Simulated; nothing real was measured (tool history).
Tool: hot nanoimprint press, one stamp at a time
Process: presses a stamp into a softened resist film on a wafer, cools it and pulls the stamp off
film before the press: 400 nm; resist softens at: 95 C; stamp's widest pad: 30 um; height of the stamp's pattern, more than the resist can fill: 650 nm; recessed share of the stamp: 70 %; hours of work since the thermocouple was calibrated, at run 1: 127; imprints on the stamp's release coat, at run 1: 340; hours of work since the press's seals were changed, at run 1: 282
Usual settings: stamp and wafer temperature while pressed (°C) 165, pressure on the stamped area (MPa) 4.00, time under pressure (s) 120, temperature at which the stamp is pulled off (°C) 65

| run | hour | stamp and wafer temperature while pressed (°C) | pressure on the stamped area (MPa) | time under pressure (s) | temperature at which the stamp is pulled off (°C) | hours of work since the thermocouple was calibrated | imprints on the stamp's release coat | hours of work since the press's seals were changed | resist left under the stamp's widest pad (nm) | greatest force while the stamp is pulled off (N) |
|---|---|---|---|---|---|---|---|---|---|---|
| 1 | 0.0 | 165 | 4.00 | 120 | 65 | 127 | 340 | 282 | 146.8 | 216 |
| 2 | 82.8 | 165 | 4.00 | 120 | 65 | 192 | 747 | 346 | 146.2 | 225 |
| 3 | 127.4 | 165 | 4.00 | 120 | 65 | 226 | 966 | 381 | 146.7 | 237 |
| 4 | 222.4 | 165 | 4.00 | 120 | 65 | 300 | 1433 | 454 | 144.7 | 248 |
|  | 295.5 | press's hydraulic seals changed and the load cell set to zero |
| 5 | 312.4 | 165 | 4.00 | 120 | 65 | 364 | 1836 | 13 | 141.5 | 258 |
|  | 347.9 | plate thermocouple calibrated |
|  | 387.5 | stamp cleaned and given a new release coat |
| 6 | 407.3 | 165 | 4.00 | 120 | 65 | 41 | 97 | 80 | 149.5 | 204 |
| 7 | 497.1 | 165 | 4.00 | 120 | 65 | 111 | 539 | 149 | 148.6 | 218 |
| 8 | 562.9 | 165 | 4.00 | 120 | 65 | 162 | 862 | 200 | 148.3 | 236 |
| 9 | 664.2 | 165 | 4.00 | 120 | 65 | 241 | 1360 | 279 | 146.4 | 249 |
| 10 | 737.5 | 165 | 4.00 | 120 | 65 | 297 | 1720 | 336 | 146.4 | 258 |
| 11 | 802.8 | 165 | 2.42 | 120 | 65 | 348 | 2041 | 386 | 181.2 | 266 |
|  | 836.3 | stamp cleaned and given a new release coat |
|  | 863.6 | plate thermocouple calibrated |
| 12 | 879.8 | 165 | 4.00 | 120 | 65 | 13 | 199 | 439 | 149.1 | 213 |
| 13 | 930.6 | 165 | 4.00 | 120 | 65 | 52 | 449 | 479 | 148.5 | 219 |
|  | 977.9 | press's hydraulic seals changed and the load cell set to zero |
| 14 | 979.9 | 165 | 4.00 | 120 | 65 | 84 | 652 | 2 | 146.4 | 219 |
| 15 | 1077.8 | 165 | 4.00 | 120 | 65 | 160 | 1133 | 77 | 143.9 | 243 |
| 16 | 1162.5 | 165 | 4.00 | 120 | 65 | 226 | 1549 | 143 | 143.3 | 243 |
| 17 | 1255.8 | 166 | 6.07 | 69 | 65 | 298 | 2008 | 216 | 135.9 | 262 |
|  | 1296.1 | stamp cleaned and given a new release coat |
| 18 | 1316.6 | 175 | 4.00 | 179 | 50 | 340 | 101 | 258 | 72.5 | 288 |
| 19 | 1367.8 | 165 | 5.16 | 120 | 65 | 380 | 352 | 298 | 122.4 | 204 |
|  | 1384.2 | plate thermocouple calibrated |
| 20 | 1424.6 | 165 | 4.00 | 120 | 70 | 31 | 617 | 339 | 152.7 | 197 |
| 21 | 1489.0 | 166 | 2.53 | 120 | 65 | 81 | 934 | 389 | 176.7 | 236 |
| 22 | 1580.5 | 165 | 4.00 | 166 | 67 | 152 | 1383 | 460 | 135.0 | 232 |
| 23 | 1635.2 | 173 | 3.19 | 118 | 50 | 195 | 1652 | 503 | 114.3 | 374 |
|  | 1652.0 | press's hydraulic seals changed and the load cell set to zero |
| 24 | 1705.4 | 173 | 3.19 | 169 | 50 | 243 | 1958 | 41 | 96.7 | 389 |
|  | 1753.9 | stamp cleaned and given a new release coat |
| 25 | 1765.5 | 165 | 2.90 | 120 | 57 | 285 | 57 | 83 | 168.8 | 245 |
| 26 | 1820.6 | 156 | 3.98 | 162 | 51 | 328 | 329 | 126 | 202.4 | 298 |
| 27 | 1891.9 | 156 | 3.98 | 188 | 51 | 383 | 679 | 181 | 189.5 | 312 |
|  | 1900.9 | plate thermocouple calibrated |
| 28 | 1969.5 | 156 | 3.98 | 188 | 51 | 53 | 1045 | 239 | 198.8 | 334 |
| 29 | 2012.9 | 156 | 4.60 | 188 | 51 | 87 | 1259 | 273 | 185.4 | 356 |

3 ways to go on from here, each from the tool as it stands after run 29. What would each give?
| A | 2074.1 | 159 | 4.60 | 76 | 51 | 134 | 1560 | 320 | ? | ? |
| B | 2074.1 | 172 | 4.00 | 120 | 67 | 134 | 1560 | 320 | ? | ? |
| C | 2074.1 | 154 | 4.00 | 120 | 65 | 134 | 1560 | 320 | ? | ? |

| run | resist left under the stamp's widest pad (nm) | greatest force while the stamp is pulled off (N) |
|---|---|---|
| A | 220.7 | 369 |
| B | 104.6 | 244 |
| C | 250.6 | 260 |
Without the tool's hidden state the same runs would have given:
| run | resist left under the stamp's widest pad (nm) | greatest force while the stamp is pulled off (N) |
|---|---|---|
| A | 225.1 | 291 |
| B | 106.8 | 194 |
| C | 255.5 | 206 |
